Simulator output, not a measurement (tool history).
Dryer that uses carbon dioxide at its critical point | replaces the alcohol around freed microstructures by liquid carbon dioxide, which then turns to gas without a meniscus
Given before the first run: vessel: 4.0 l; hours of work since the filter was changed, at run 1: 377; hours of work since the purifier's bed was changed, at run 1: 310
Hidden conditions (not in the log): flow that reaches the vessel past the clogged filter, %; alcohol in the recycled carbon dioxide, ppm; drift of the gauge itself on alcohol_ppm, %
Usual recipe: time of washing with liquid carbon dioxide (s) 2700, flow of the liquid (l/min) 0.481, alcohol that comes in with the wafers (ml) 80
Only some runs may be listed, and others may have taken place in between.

run	hour	time of washing with liquid carbon dioxide (s)	flow of the liquid (l/min)	alcohol that comes in with the wafers (ml)	hours of work since the filter was changed	hours of work since the purifier's bed was changed	alcohol left in the vessel before it's heated (ppm by volume)
1	0	2700	0.481	80	377	310	274
2	23.5	3600	0.481	80	386	318	124
3	61	2700	0.481	80	399	332	283
4	90.6	2700	0.481	80	410	343	295
5	148.1	2700	0.481	28	431	363	157
6	202.8	2700	0.481	28	451	383	156
7	238.8	2700	0.481	28	464	396	166
8	264.8	4200	0.481	80	473	406	112
9	314.3	4200	0.481	80	491	424	115
10	356	4200	0.481	80	506	439	120
11	393.7	4200	0.481	80	520	453	127
12	419.5	2820	0.729	27	529	462	120
13	467.6	2880	0.668	30	547	479	125
14	505.8	3900	0.722	33	561	493	122
# hour 547.4: inlet filter changed
15	561.7	3900	0.722	33	5	513	118
16	597.1	3900	0.722	33	18	526	121
17	622.1	2700	0.481	77	27	535	244

Run 18 is up next; what results do you expect?
18	674.1	2700	0.471	26	46	554	?

{"run 18": {"alcohol left in the vessel before it's heated (ppm by volume)": 181}}
If the tool had no hidden condition, the same run with the same run-to-run variation would have returned alcohol left in the vessel before it's heated (ppm by volume) 54.

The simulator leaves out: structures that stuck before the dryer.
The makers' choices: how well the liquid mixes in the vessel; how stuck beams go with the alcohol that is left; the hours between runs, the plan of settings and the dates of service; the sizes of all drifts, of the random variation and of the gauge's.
